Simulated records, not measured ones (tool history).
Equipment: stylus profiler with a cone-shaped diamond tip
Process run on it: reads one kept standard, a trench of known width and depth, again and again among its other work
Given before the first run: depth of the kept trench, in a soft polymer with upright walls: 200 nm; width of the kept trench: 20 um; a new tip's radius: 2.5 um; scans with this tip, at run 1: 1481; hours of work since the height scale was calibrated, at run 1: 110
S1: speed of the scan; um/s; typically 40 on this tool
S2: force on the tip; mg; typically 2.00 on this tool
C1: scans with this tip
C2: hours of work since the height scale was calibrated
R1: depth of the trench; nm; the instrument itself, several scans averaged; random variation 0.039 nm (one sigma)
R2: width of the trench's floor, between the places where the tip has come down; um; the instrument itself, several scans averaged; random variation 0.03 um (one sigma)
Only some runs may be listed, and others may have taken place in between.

run   hour   S1    S2    C1   C2      R1     R2
  1    0.0   40  2.00  1481  110  201.47  17.53
  2   19.4   40  2.00  1634  121  201.52  17.47
  3   33.5   40  2.00  1746  129  201.47  17.50
      35.4  -- height scale calibrated on a step standard
  4   45.7  142  2.00  1838    6  201.50  17.02
  5   71.7  142  2.00  2043   21  201.56  16.93
  6   90.6  142  2.00  2192   32  201.52  16.99
  7  111.2   31  2.15  2354   44  201.63  17.45
  8  132.1   12  0.84  2519   57  200.87  17.52
  9  147.1   12  0.84  2638   65  200.91  17.45
 10  173.3  114  0.80  2845   81  200.85  16.67
     188.6  -- height scale calibrated on a step standard, once more
 11  193.8  114  0.80  3002    3  200.71  16.71

What differs in the tool's unlogged condition from the final listed run ahead of each entry between runs to the first listed run following it?
Between runs 3 and 4: height scale calibrated on a step standard (hour 35.4)
  radius of the tip, um: 3.46 -> 3.51; height scale over the true one, %: 0.023 -> 0.037
  measured value less the no-hidden-state value, R1: +0.04 -> +0.08 nm; R2: -0.36 -> -0.38 um
Between runs 10 and 11: height scale calibrated on a step standard, once more (hour 188.6)
  radius of the tip, um: 3.99 -> 4.06; height scale over the true one, %: 0.052 -> -0.04
  measured value less the no-hidden-state value, R1: +0.10 -> -0.08 nm; R2: -0.54 -> -0.56 um

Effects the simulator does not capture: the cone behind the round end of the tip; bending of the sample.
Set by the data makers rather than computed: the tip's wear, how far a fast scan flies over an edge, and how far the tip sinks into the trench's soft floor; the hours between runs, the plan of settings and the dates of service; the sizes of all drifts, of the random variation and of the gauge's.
